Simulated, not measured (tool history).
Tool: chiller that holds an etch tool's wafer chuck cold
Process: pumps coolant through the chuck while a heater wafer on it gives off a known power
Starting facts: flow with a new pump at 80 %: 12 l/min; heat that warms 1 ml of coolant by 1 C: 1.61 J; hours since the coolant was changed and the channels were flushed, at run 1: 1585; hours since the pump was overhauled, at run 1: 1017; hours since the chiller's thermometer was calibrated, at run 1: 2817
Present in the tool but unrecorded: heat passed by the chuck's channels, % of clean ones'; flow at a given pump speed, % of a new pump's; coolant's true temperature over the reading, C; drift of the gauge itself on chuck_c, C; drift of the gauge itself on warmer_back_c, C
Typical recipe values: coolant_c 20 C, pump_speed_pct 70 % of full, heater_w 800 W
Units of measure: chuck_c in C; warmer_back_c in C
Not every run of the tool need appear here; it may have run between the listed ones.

run   hour  coolant_c  pump_speed_pct  heater_w  hours since the coolant was changed and the channels were flushed  hours since the pump was overhauled  hours since the chiller's thermometer was calibrated  chuck_c  warmer_back_c
  1    0.0         20              70       800                                                               1585                                 1017                                                  2817     31.3           2.83
  2   22.1         20              70       800                                                               1608                                 1039                                                  2839     31.3           2.81
  3   35.8         20              70       800                                                               1621                                 1053                                                  2852     31.4           2.83
  4   64.9         20              70       479                                                               1650                                 1082                                                  2881     26.9           1.70
  5   93.8         20              64       800                                                               1679                                 1111                                                  2910     32.2           3.09
  6  118.9         20              81       800                                                               1704                                 1136                                                  2936     30.4           2.48
  7  135.8         20              79       800                                                               1721                                 1153                                                  2952     30.6           2.53
  8  164.9         20              70       800                                                               1750                                 1182                                                  2981     31.5           2.85
  9  177.8         20              70       800                                                               1763                                 1195                                                  2994     31.4           2.86
 10  200.2         26              70       800                                                               1786                                 1218                                                  3017     37.4           2.88
 11  221.3         26              70       800                                                               1807                                 1239                                                  3038     37.5           2.86
 12  234.9         20              79       800                                                               1820                                 1252                                                  3052     30.5           2.55
 13  256.1         20              79       800                                                               1841                                 1273                                                  3073     30.4           2.55
 14  282.8         11              79       800                                                               1868                                 1300                                                  3099     21.4           2.52
 15  300.6         11              79       800                                                               1886                                 1318                                                  3117     21.6           2.49
 16  314.3         11              79       800                                                               1900                                 1332                                                  3131     21.7           2.51
 17  328.3         19              70       685                                                               1914                                 1346                                                  3145     28.9           2.41
 18  355.6         19              70       685                                                               1941                                 1373                                                  3172     28.9           2.48
 19  370.1         19              70       652                                                               1955                                 1387                                                  3187     28.5           2.33
 20  391.0         20              84      1064                                                               1976                                 1408                                                  3208     33.5           3.21
 21  408.4         25              73      1064                                                               1994                                 1426                                                  3225     39.9           3.63
 22  426.5         22              65      1158                                                               2012                                 1444                                                  3243     39.5           4.47
     429.0  -- chiller's thermometer calibrated
 23  454.0         22              65      1158                                                               2038                                 1470                                                    25     39.3           4.40
 24  483.6         22              65      1158                                                               2068                                 1500                                                    55     39.6           4.41
     495.2  -- chiller's thermometer calibrated, once more
 25  511.7         22              65      1158                                                               2095                                 1527                                                    16     39.3           4.42
 26  539.9         18              72       445                                                               2123                                 1555                                                    45     24.1           1.52
 27  565.5         20              84       573                                                               2149                                 1581                                                    70     27.3           1.73
 28  578.3         26              84       491                                                               2162                                 1594                                                    83     32.2           1.49
 29  602.2         14              79       491                                                               2186                                 1617                                                   107     20.3           1.57
 30  625.7         14              79       491                                                               2209                                 1641                                                   131     20.2           1.60
 31  655.9         21              79       491                                                               2239                                 1671                                                   161     27.5           1.53
 32  683.6         29             100       492                                                               2267                                 1699                                                   188     34.4           1.24

3 options for the next run, each taken on its own from the tool as it stands now. Forecast them:
  A  700.5         14              70       800                                                               2284                                 1716                                                   205        ?              ?
  B  700.5         20              74       892                                                               2284                                 1716                                                   205        ?              ?
  C  700.5         19              64       712                                                               2284                                 1716                                                   205        ?              ?

run  chuck_c  warmer_back_c
  A     25.5           2.91
  B     32.2           3.01
  C     29.9           2.77
With the hidden condition removed and each run's random variation left untouched, the same runs would have given:
run  chuck_c  warmer_back_c
  A     24.9           2.88
  B     31.5           2.98
  C     29.3           2.74
